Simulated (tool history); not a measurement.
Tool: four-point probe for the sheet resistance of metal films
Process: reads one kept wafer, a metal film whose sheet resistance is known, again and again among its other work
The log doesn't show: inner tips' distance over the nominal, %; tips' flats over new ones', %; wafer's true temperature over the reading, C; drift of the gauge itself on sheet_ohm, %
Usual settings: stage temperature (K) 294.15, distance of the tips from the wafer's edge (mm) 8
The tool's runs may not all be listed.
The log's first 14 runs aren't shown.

run,day,stage temperature (K),distance of the tips from the wafer's edge (mm),touches since the probe head was changed,hours of work since the stage's thermometer was calibrated,sheet resistance as the instrument gives it (ohm/square)
15,27.517,294.15,8,66378,633,7.385441
16,29.029,294.15,8,68686,660,7.38848
17,31.65,294.15,8,72683,708,7.385338
18,33.654,294.15,7,75740,744,7.413852
19,34.954,296.15,7,77719,767,7.428643
20,37.483,296.15,25,81579,813,7.313304
21,39.417,296.15,25,84529,848,7.313644
22,41.092,304.15,8,87083,878,7.462951
23,43.1,304.15,8,90147,915,7.462691
24,44.971,292.15,6,92995,948,7.443311
25,46.833,293.15,10,95835,982,7.339906
26,48.833,307.15,72,98890,1018,7.390328
27,50.529,307.15,72,101473,1049,7.386942
28,51.954,307.15,72,103646,1075,7.386903
29,54.208,307.15,72,107084,1115,7.387833
30,56.617,307.15,72,110757,1159,7.386322
31,58.188,294.15,46,113152,1187,7.290137

The next listed run, before its measurement:
32,60.15,294.15,46,116147,1223,?

{"run 32": {"sheet resistance as the instrument gives it (ohm/square)": 7.288063}}
Without the tool's hidden state the same run would have given sheet resistance as the instrument gives it (ohm/square) 7.28911.
